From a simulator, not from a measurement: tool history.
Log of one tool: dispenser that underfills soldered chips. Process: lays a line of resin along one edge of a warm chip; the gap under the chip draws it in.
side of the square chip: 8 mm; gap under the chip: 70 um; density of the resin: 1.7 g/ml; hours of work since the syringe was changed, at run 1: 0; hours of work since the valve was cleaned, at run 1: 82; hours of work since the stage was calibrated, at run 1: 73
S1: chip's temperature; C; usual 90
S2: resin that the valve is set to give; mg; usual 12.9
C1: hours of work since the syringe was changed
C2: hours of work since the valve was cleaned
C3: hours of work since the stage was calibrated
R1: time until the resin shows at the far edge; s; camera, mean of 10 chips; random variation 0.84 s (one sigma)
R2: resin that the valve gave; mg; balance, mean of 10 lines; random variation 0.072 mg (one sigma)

run 1 day=0.000 | S1=90 S2=12.9 | C1=0 C2=82 C3=73 | R1=82.4 R2=12.05
run 2 day=0.175 | S1=90 S2=12.9 | C1=3 C2=84 C3=75 | R1=94.0 R2=12.00
run 3 day=0.267 | S1=90 S2=13.0 | C1=4 C2=86 C3=77 | R1=98.7 R2=12.06
run 4 day=0.471 | S1=90 S2=13.0 | C1=7 C2=89 C3=80 | R1=108.7 R2=12.10
run 5 day=0.583 | S1=78 S2=13.0 | C1=9 C2=90 C3=81 | R1=185.5 R2=12.14
run 6 day=0.696 | S1=95 S2=14.3 | C1=10 C2=92 C3=83 | R1=105.7 R2=13.24

Run 7 comes next. What will it give?
-- day=0.812 new syringe of resin
run 7 day=0.825 | S1=95 S2=14.3 | C1=0 C2=94 C3=85 | R1=? R2=?

{"run 7": {"R1": 68.8, "R2": 13.3}}
Without the tool's hidden state the same run would have given R1 66.1 s, R2 14.43 mg.
